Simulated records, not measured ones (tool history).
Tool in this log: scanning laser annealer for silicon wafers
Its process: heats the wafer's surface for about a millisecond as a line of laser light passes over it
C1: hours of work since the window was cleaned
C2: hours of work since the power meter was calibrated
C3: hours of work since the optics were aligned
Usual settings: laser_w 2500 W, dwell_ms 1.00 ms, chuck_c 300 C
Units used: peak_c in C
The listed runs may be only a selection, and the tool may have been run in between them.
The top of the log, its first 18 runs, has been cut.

Run 19, hour 952.0: usual settings but dwell_ms 0.84 ms, chuck_c 335 C; C1 365; C2 518; C3 564. Result: peak_c 977 C.
Run 20, hour 1008.5: usual settings but laser_w 2474 W, dwell_ms 0.75 ms, chuck_c 291 C; C1 392; C2 545; C3 592. Result: peak_c 888 C.
Run 21, hour 1069.0: usual settings but laser_w 2474 W, dwell_ms 0.75 ms, chuck_c 291 C; C1 422; C2 574; C3 621. Result: peak_c 887 C.
At hour 1096.5: window over the wafer cleaned.
Run 22, hour 1130.8: usual settings but laser_w 2662 W, dwell_ms 0.75 ms, chuck_c 291 C; C1 17; C2 603; C3 650. Result: peak_c 990 C.
Run 23, hour 1180.9: usual settings but laser_w 2516 W, dwell_ms 0.96 ms, chuck_c 336 C; C1 41; C2 627; C3 674. Result: peak_c 1071 C.
Run 24, hour 1226.1: usual settings but laser_w 2516 W, dwell_ms 0.96 ms, chuck_c 336 C; C1 62; C2 649; C3 695. Result: peak_c 1064 C.
Run 25, hour 1274.5: usual settings but laser_w 2516 W, dwell_ms 0.97 ms, chuck_c 322 C; C1 86; C2 672; C3 719. Result: peak_c 1053 C.
Run 26, hour 1345.1: usual settings but laser_w 2188 W, dwell_ms 0.97 ms, chuck_c 309 C; C1 120; C2 706; C3 753. Result: peak_c 921 C.
Run 27, hour 1392.2: usual settings but laser_w 2672 W, chuck_c 318 C; C1 142; C2 729; C3 775. Result: peak_c 1111 C.
Run 28, hour 1430.6: usual settings but laser_w 2686 W, dwell_ms 0.75 ms, chuck_c 318 C; C1 161; C2 747; C3 794. Result: peak_c 1006 C.
Run 29, hour 1468.4: usual settings but laser_w 2672 W, chuck_c 263 C; C1 179; C2 765; C3 812. Result: peak_c 1048 C.
Run 30, hour 1527.3: usual settings but laser_w 2672 W, chuck_c 263 C; C1 208; C2 794; C3 841. Result: peak_c 1045 C.
Run 31, hour 1565.4: usual settings but dwell_ms 0.96 ms; C1 226; C2 812; C3 859. Result: peak_c 1001 C.
Run 32, hour 1612.5: usual settings but laser_w 2654 W, dwell_ms 0.87 ms; C1 249; C2 835; C3 882. Result: peak_c 1017 C.
Run 33, hour 1674.7: usual settings but laser_w 2631 W, dwell_ms 0.87 ms, chuck_c 317 C; C1 279; C2 865; C3 912. Result: peak_c 1025 C.
Run 34, hour 1741.7: usual settings but laser_w 2485 W, dwell_ms 0.95 ms, chuck_c 334 C; C1 311; C2 897; C3 944. Result: peak_c 1016 C.
Run 35, hour 1808.8: usual settings but laser_w 2628 W, dwell_ms 0.77 ms, chuck_c 314 C; C1 343; C2 929; C3 976. Result: peak_c 971 C.
Run 36, hour 1848.3: usual settings but laser_w 2628 W, dwell_ms 0.77 ms, chuck_c 314 C; C1 362; C2 948; C3 995. Result: peak_c 968 C.

Forecast each of these 3 alternatives for the next run:
Run A, hour 1878.7: usual settings but laser_w 2628 W, dwell_ms 1.03 ms, chuck_c 314 C; C1 377; C2 963; C3 1010. Result: peak_c ?.
Run B, hour 1878.7: usual settings but laser_w 2305 W; C1 377; C2 963; C3 1010. Result: peak_c ?.
Run C, hour 1878.7: usual settings but laser_w 2200 W, dwell_ms 1.10 ms, chuck_c 291 C; C1 377; C2 963; C3 1010. Result: peak_c ?.

run  peak_c
  A    1068
  B     932
  C     919
Stripped of hidden state, with their random variation kept, the same runs would have yielded:
run  peak_c
  A    1129
  B     983
  C     970
